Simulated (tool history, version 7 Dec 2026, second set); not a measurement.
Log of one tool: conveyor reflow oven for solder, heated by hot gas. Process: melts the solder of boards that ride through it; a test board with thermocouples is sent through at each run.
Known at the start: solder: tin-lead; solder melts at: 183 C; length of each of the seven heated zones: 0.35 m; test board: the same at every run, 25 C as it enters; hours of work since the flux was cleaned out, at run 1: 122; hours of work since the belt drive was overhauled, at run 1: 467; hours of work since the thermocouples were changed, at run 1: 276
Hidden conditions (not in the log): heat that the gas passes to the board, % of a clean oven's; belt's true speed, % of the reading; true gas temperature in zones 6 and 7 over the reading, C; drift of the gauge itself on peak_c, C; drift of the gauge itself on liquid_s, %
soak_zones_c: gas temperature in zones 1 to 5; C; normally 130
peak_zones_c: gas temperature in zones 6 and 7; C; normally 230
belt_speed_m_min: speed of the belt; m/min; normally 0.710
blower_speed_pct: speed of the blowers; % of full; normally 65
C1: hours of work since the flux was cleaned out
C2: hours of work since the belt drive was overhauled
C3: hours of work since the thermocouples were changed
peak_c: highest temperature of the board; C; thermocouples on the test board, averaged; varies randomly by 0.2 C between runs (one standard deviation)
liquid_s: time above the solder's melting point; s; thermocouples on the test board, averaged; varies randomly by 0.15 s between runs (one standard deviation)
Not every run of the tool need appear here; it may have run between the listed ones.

{"run": 1, "hour": 0.0, "soak_zones_c": 130, "peak_zones_c": 230, "belt_speed_m_min": 0.71, "blower_speed_pct": 65, "C1": 122, "C2": 467, "C3": 276, "peak_c": 214.1, "liquid_s": 41.1}
{"run": 2, "hour": 36.2, "soak_zones_c": 130, "peak_zones_c": 230, "belt_speed_m_min": 0.71, "blower_speed_pct": 65, "C1": 149, "C2": 494, "C3": 303, "peak_c": 213.6, "liquid_s": 40.7}
{"run": 3, "hour": 72.7, "soak_zones_c": 130, "peak_zones_c": 230, "belt_speed_m_min": 0.71, "blower_speed_pct": 65, "C1": 177, "C2": 521, "C3": 330, "peak_c": 213.5, "liquid_s": 40.7}
{"run": 4, "hour": 91.2, "soak_zones_c": 130, "peak_zones_c": 230, "belt_speed_m_min": 0.71, "blower_speed_pct": 65, "C1": 190, "C2": 535, "C3": 344, "peak_c": 213.5, "liquid_s": 40.8}
{"run": 5, "hour": 119.2, "soak_zones_c": 130, "peak_zones_c": 230, "belt_speed_m_min": 0.71, "blower_speed_pct": 65, "C1": 211, "C2": 556, "C3": 365, "peak_c": 213.1, "liquid_s": 40.6}
{"run": 6, "hour": 152.0, "soak_zones_c": 130, "peak_zones_c": 230, "belt_speed_m_min": 0.71, "blower_speed_pct": 65, "C1": 236, "C2": 580, "C3": 389, "peak_c": 212.9, "liquid_s": 40.1}
{"run": 7, "hour": 176.4, "soak_zones_c": 130, "peak_zones_c": 230, "belt_speed_m_min": 0.71, "blower_speed_pct": 65, "C1": 254, "C2": 598, "C3": 408, "peak_c": 212.9, "liquid_s": 40.2}
{"hour": 214.9, "done": "flux residue cleaned out of gas plates and filters"}
{"run": 8, "hour": 219.1, "soak_zones_c": 130, "peak_zones_c": 230, "belt_speed_m_min": 0.71, "blower_speed_pct": 65, "C1": 3, "C2": 626, "C3": 436, "peak_c": 214.5, "liquid_s": 41.4}
{"run": 9, "hour": 255.9, "soak_zones_c": 130, "peak_zones_c": 230, "belt_speed_m_min": 0.71, "blower_speed_pct": 65, "C1": 31, "C2": 654, "C3": 463, "peak_c": 214.0, "liquid_s": 41.1}
{"run": 10, "hour": 280.2, "soak_zones_c": 130, "peak_zones_c": 230, "belt_speed_m_min": 0.71, "blower_speed_pct": 65, "C1": 49, "C2": 672, "C3": 481, "peak_c": 214.0, "liquid_s": 41.1}
{"run": 11, "hour": 314.8, "soak_zones_c": 130, "peak_zones_c": 230, "belt_speed_m_min": 0.71, "blower_speed_pct": 65, "C1": 75, "C2": 698, "C3": 507, "peak_c": 213.5, "liquid_s": 40.7}
{"run": 12, "hour": 339.9, "soak_zones_c": 130, "peak_zones_c": 230, "belt_speed_m_min": 0.71, "blower_speed_pct": 65, "C1": 93, "C2": 717, "C3": 526, "peak_c": 213.5, "liquid_s": 40.7}
{"run": 13, "hour": 371.6, "soak_zones_c": 130, "peak_zones_c": 230, "belt_speed_m_min": 0.71, "blower_speed_pct": 65, "C1": 117, "C2": 740, "C3": 549, "peak_c": 213.3, "liquid_s": 40.6}
{"run": 14, "hour": 415.2, "soak_zones_c": 130, "peak_zones_c": 230, "belt_speed_m_min": 0.71, "blower_speed_pct": 65, "C1": 150, "C2": 773, "C3": 582, "peak_c": 213.1, "liquid_s": 40.2}
{"run": 15, "hour": 434.0, "soak_zones_c": 130, "peak_zones_c": 238, "belt_speed_m_min": 0.71, "blower_speed_pct": 65, "C1": 164, "C2": 787, "C3": 596, "peak_c": 219.6, "liquid_s": 44.5}
{"run": 16, "hour": 471.6, "soak_zones_c": 130, "peak_zones_c": 238, "belt_speed_m_min": 0.71, "blower_speed_pct": 65, "C1": 192, "C2": 815, "C3": 624, "peak_c": 219.7, "liquid_s": 44.6}
{"run": 17, "hour": 510.7, "soak_zones_c": 130, "peak_zones_c": 238, "belt_speed_m_min": 0.71, "blower_speed_pct": 65, "C1": 221, "C2": 844, "C3": 653, "peak_c": 219.1, "liquid_s": 44.1}
{"run": 18, "hour": 538.0, "soak_zones_c": 130, "peak_zones_c": 238, "belt_speed_m_min": 0.807, "blower_speed_pct": 81, "C1": 241, "C2": 864, "C3": 674, "peak_c": 217.7, "liquid_s": 37.8}
{"run": 19, "hour": 564.8, "soak_zones_c": 130, "peak_zones_c": 241, "belt_speed_m_min": 0.625, "blower_speed_pct": 53, "C1": 261, "C2": 884, "C3": 694, "peak_c": 223.6, "liquid_s": 53.0}
{"hour": 593.0, "done": "flux residue cleaned out of gas plates and filters"}
{"run": 20, "hour": 603.1, "soak_zones_c": 139, "peak_zones_c": 222, "belt_speed_m_min": 0.601, "blower_speed_pct": 81, "C1": 8, "C2": 909, "C3": 719, "peak_c": 213.4, "liquid_s": 53.4}
{"run": 21, "hour": 643.0, "soak_zones_c": 139, "peak_zones_c": 240, "belt_speed_m_min": 0.601, "blower_speed_pct": 81, "C1": 37, "C2": 939, "C3": 748, "peak_c": 229.7, "liquid_s": 61.7}
{"run": 22, "hour": 670.8, "soak_zones_c": 117, "peak_zones_c": 242, "belt_speed_m_min": 0.71, "blower_speed_pct": 65, "C1": 58, "C2": 960, "C3": 769, "peak_c": 221.6, "liquid_s": 43.0}
{"run": 23, "hour": 706.8, "soak_zones_c": 143, "peak_zones_c": 242, "belt_speed_m_min": 0.71, "blower_speed_pct": 66, "C1": 85, "C2": 987, "C3": 796, "peak_c": 225.9, "liquid_s": 51.3}
{"run": 24, "hour": 733.3, "soak_zones_c": 140, "peak_zones_c": 241, "belt_speed_m_min": 0.613, "blower_speed_pct": 75, "C1": 105, "C2": 1006, "C3": 816, "peak_c": 229.2, "liquid_s": 60.7}
{"run": 25, "hour": 759.6, "soak_zones_c": 132, "peak_zones_c": 237, "belt_speed_m_min": 0.613, "blower_speed_pct": 75, "C1": 124, "C2": 1026, "C3": 835, "peak_c": 224.9, "liquid_s": 56.4}
{"run": 26, "hour": 787.3, "soak_zones_c": 132, "peak_zones_c": 237, "belt_speed_m_min": 0.613, "blower_speed_pct": 75, "C1": 145, "C2": 1047, "C3": 856, "peak_c": 224.6, "liquid_s": 56.4}
{"run": 27, "hour": 820.3, "soak_zones_c": 132, "peak_zones_c": 234, "belt_speed_m_min": 0.613, "blower_speed_pct": 75, "C1": 170, "C2": 1071, "C3": 881, "peak_c": 221.1, "liquid_s": 54.3}

4 options for the next run, each taken on its own from the tool as it stands now. Forecast them:
{"run": "A", "hour": 841.0, "soak_zones_c": 130, "peak_zones_c": 230, "belt_speed_m_min": 0.594, "blower_speed_pct": 65, "C1": 185, "C2": 1087, "C3": 896, "peak_c": "?", "liquid_s": "?"}
{"run": "B", "hour": 841.0, "soak_zones_c": 130, "peak_zones_c": 230, "belt_speed_m_min": 0.71, "blower_speed_pct": 63, "C1": 185, "C2": 1087, "C3": 896, "peak_c": "?", "liquid_s": "?"}
{"run": "C", "hour": 841.0, "soak_zones_c": 116, "peak_zones_c": 234, "belt_speed_m_min": 0.613, "blower_speed_pct": 75, "C1": 185, "C2": 1087, "C3": 896, "peak_c": "?", "liquid_s": "?"}
{"run": "D", "hour": 841.0, "soak_zones_c": 132, "peak_zones_c": 234, "belt_speed_m_min": 0.676, "blower_speed_pct": 75, "C1": 185, "C2": 1087, "C3": 896, "peak_c": "?", "liquid_s": "?"}

run=A peak_c=217.0 liquid_s=52.8
run=B peak_c=211.7 liquid_s=39.6
run=C peak_c=219.4 liquid_s=49.5
run=D peak_c=218.4 liquid_s=47.6
Take away the tool's hidden state, keep each run's random variation, and the runs would have read:
run=A peak_c=220.7 liquid_s=54.6
run=B peak_c=215.5 liquid_s=41.7
run=C peak_c=223.4 liquid_s=51.3
run=D peak_c=222.3 liquid_s=49.1
